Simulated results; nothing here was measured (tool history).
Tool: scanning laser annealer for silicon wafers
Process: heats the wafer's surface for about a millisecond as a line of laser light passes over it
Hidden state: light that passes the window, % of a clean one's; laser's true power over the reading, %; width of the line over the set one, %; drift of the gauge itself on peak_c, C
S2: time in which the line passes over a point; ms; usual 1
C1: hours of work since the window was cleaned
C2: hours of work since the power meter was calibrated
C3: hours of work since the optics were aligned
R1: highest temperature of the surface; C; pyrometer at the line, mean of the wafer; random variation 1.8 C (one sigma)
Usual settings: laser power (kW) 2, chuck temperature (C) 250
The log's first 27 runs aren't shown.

{"run": 28, "hour": 303.5, "laser power (kW)": 2, "S2": 1.1, "chuck temperature (C)": 251, "C1": 100, "C2": 393, "C3": 10, "R1": 1030}
{"run": 29, "hour": 319.7, "laser power (kW)": 1.917, "S2": 0.77, "chuck temperature (C)": 282, "C1": 111, "C2": 404, "C3": 21, "R1": 896}
{"run": 30, "hour": 335.1, "laser power (kW)": 2.034, "S2": 0.75, "chuck temperature (C)": 275, "C1": 121, "C2": 414, "C3": 31, "R1": 924}
{"run": 31, "hour": 345.7, "laser power (kW)": 2.034, "S2": 0.75, "chuck temperature (C)": 275, "C1": 128, "C2": 421, "C3": 38, "R1": 921}
{"run": 32, "hour": 361.3, "laser power (kW)": 2.034, "S2": 0.75, "chuck temperature (C)": 275, "C1": 138, "C2": 431, "C3": 48, "R1": 921}
{"run": 33, "hour": 369.8, "laser power (kW)": 2.034, "S2": 0.75, "chuck temperature (C)": 275, "C1": 144, "C2": 436, "C3": 54, "R1": 919}
{"run": 34, "hour": 381.7, "laser power (kW)": 1.751, "S2": 0.95, "chuck temperature (C)": 281, "C1": 151, "C2": 444, "C3": 62, "R1": 897}
{"run": 35, "hour": 395.7, "laser power (kW)": 2.12, "S2": 0.89, "chuck temperature (C)": 243, "C1": 161, "C2": 453, "C3": 71, "R1": 984}
{"run": 36, "hour": 410.8, "laser power (kW)": 1.81, "S2": 1, "chuck temperature (C)": 250, "C1": 171, "C2": 463, "C3": 81, "R1": 908}
{"run": 37, "hour": 423.9, "laser power (kW)": 2, "S2": 1, "chuck temperature (C)": 281, "C1": 179, "C2": 472, "C3": 89, "R1": 1017}
{"run": 38, "hour": 432.3, "laser power (kW)": 2, "S2": 1, "chuck temperature (C)": 281, "C1": 185, "C2": 477, "C3": 95, "R1": 1018}
{"run": 39, "hour": 447.4, "laser power (kW)": 1.761, "S2": 1.02, "chuck temperature (C)": 222, "C1": 195, "C2": 487, "C3": 105, "R1": 867}
{"run": 40, "hour": 457.9, "laser power (kW)": 1.87, "S2": 1, "chuck temperature (C)": 221, "C1": 201, "C2": 494, "C3": 111, "R1": 901}

4 ways to go on from here, each from the tool as it stands after run 40. What would each give?
{"run": "A", "hour": 467.4, "laser power (kW)": 1.87, "S2": 1.06, "chuck temperature (C)": 221, "C1": 208, "C2": 500, "C3": 118, "R1": "?"}
{"run": "B", "hour": 467.4, "laser power (kW)": 1.949, "S2": 1.23, "chuck temperature (C)": 221, "C1": 208, "C2": 500, "C3": 118, "R1": "?"}
{"run": "C", "hour": 467.4, "laser power (kW)": 1.87, "S2": 0.86, "chuck temperature (C)": 244, "C1": 208, "C2": 500, "C3": 118, "R1": "?"}
{"run": "D", "hour": 467.4, "laser power (kW)": 1.732, "S2": 0.96, "chuck temperature (C)": 221, "C1": 208, "C2": 500, "C3": 118, "R1": "?"}

run=A R1=923
run=B R1=1015
run=C R1=873
run=D R1=835
Without the tool's hidden state the same runs would have given:
run=A R1=936
run=B R1=1030
run=C R1=884
run=D R1=847
